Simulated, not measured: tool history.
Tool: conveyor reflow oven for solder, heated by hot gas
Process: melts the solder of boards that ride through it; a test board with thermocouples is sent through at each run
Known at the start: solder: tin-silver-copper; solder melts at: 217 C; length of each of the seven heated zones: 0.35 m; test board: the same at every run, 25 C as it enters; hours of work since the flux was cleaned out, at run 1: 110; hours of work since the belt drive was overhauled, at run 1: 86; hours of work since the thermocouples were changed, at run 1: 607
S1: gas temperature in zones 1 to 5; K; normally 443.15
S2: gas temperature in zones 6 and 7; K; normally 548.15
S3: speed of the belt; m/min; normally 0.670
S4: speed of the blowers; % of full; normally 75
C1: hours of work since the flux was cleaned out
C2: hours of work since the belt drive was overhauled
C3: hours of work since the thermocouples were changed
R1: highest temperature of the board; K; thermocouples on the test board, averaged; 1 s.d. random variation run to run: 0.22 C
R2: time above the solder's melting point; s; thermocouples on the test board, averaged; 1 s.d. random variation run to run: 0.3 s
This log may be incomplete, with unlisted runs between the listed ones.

run,hour,S1,S2,S3,S4,C1,C2,C3,R1,R2
1,0.0,443.15,548.15,0.670,75,110,86,607,534.15,50.8
2,18.0,443.15,548.15,0.670,75,124,99,620,533.75,50.4
3,27.5,443.15,548.15,0.670,75,131,106,627,533.95,51.0
4,43.6,442.15,548.15,0.670,75,143,118,639,533.75,50.1
5,55.2,442.15,548.15,0.670,75,151,127,647,533.65,50.4
6,69.4,442.15,548.15,0.670,75,162,137,658,533.95,50.7
7,85.9,442.15,548.15,0.670,75,174,149,670,533.85,49.8
8,100.7,442.15,548.15,0.670,75,185,160,681,533.65,49.7
9,109.9,442.15,548.15,0.670,75,191,167,688,533.75,50.7
10,127.5,442.15,548.15,0.670,75,204,180,701,533.55,50.5
# hour 132.4: belt drive overhauled, speed set with a stopwatch
11,140.6,442.15,548.15,0.670,75,211,6,707,533.85,50.5
12,152.6,443.15,548.15,0.670,67,220,15,716,530.95,49.2
13,163.5,443.15,548.15,0.670,57,228,23,724,528.05,46.4
# hour 181.9: belt drive overhauled, speed set with a stopwatch, once more
14,185.4,443.15,548.15,0.670,57,241,3,737,527.35,46.4
15,194.2,443.15,548.15,0.670,57,248,9,744,527.55,46.6

Forecast run 16:
# hour 203.2: flux residue cleaned out of gas plates and filters
16,213.2,443.15,558.15,0.693,75,7,19,754,?,?

{"run 16": {"R1": 542.95, "R2": 52.8}}
With no hidden state in the tool, this same run would have given R1 541.65 K, R2 52.3 s.
